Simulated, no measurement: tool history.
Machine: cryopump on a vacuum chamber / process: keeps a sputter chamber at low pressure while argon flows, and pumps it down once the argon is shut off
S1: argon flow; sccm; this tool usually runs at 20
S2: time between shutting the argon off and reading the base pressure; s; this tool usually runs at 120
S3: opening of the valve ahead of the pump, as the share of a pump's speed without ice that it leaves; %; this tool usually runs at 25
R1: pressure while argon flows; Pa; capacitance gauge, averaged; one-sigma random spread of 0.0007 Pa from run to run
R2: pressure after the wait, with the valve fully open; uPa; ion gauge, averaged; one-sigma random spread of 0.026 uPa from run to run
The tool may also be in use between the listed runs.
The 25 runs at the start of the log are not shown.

run	day	S1	S2	S3	R1	R2
26	22.900	20	77	18	0.1779	3.22
27	23.608	25	77	18	0.2238	3.35
28	24.462	20	25	30	0.1100	5.80
29	25.138	20	86	30	0.1098	3.08
30	26.379	30	127	48	0.1093	2.86
31	27.425	30	127	19	0.2571	2.90
32	28.608	18	45	53	0.0616	4.25
33	29.679	18	45	53	0.0610	4.32

Branching from run 33: 4 alternative next runs. What would each branch give?
A	30.342	18	40	53	?	?
B	30.342	32	53	26	?	?
C	30.342	13	77	28	?	?
D	30.342	20	33	32	?	?

run	R1	R2
A	0.0612	4.70
B	0.2047	3.97
C	0.0763	3.40
D	0.1067	4.99
Without the tool's hidden state the same runs would have given:
run	R1	R2
A	0.0519	2.70
B	0.1884	2.04
C	0.0697	1.46
D	0.0964	3.06
